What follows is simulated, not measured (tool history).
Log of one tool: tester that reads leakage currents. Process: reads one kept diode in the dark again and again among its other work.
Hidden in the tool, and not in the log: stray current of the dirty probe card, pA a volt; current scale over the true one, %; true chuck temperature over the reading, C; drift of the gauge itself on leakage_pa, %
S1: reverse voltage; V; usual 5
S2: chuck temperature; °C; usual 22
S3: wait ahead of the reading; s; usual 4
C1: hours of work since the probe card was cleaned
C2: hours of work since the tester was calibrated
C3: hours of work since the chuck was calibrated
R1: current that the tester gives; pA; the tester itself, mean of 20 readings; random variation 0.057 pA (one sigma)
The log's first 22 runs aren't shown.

run,hour,S1,S2,S3,C1,C2,C3,R1
23,2719.2,2.18,25,4,423,929,72,6.84
24,2788.9,2.63,25,4,461,967,110,7.67
25,2886.3,2.63,25,4,514,1020,164,7.8
26,3038.3,2.63,25,4,597,1103,247,7.85
27,3113.4,4.3,42,2.14,638,1144,288,34.3
28,3181.4,4.3,42,2.14,676,1181,325,34.21
29,3256.1,8.43,25,1.77,716,1222,366,15.96
30,3325.5,2.81,25,1.77,754,1260,404,8.27
31,3453.1,13.24,31,5.48,824,1330,473,30.24
32,3569.1,9.66,49,4,888,1393,537,85.79
33,3666.3,4.79,49,1.96,941,1447,590,57.92
34,3774.1,4.79,54,7.24,1000,1505,649,78.96
35,3860.1,1.1,39,4,1047,1552,696,12.52
# hour 3884.2: chuck's temperature calibrated
36,3941.6,5,22,2.64,1090,1596,31,9.17

5 ways to go on from here, each from the tool as it stands after run 36. What would each give?
A,4019,5,47,1.02,1132,1638,74,?
B,4019,5,49,4,1132,1638,74,?
C,4019,5,32,3.05,1132,1638,74,?
D,4019,5.19,28,4,1132,1638,74,?
E,4019,4.81,22,5.62,1132,1638,74,?

run,R1
A,52.67
B,58.86
C,18.61
D,14.23
E,8.86
Without the tool's hidden state the same runs would have given:
run,R1
A,52.67
B,58.86
C,18.61
D,14.23
E,8.86
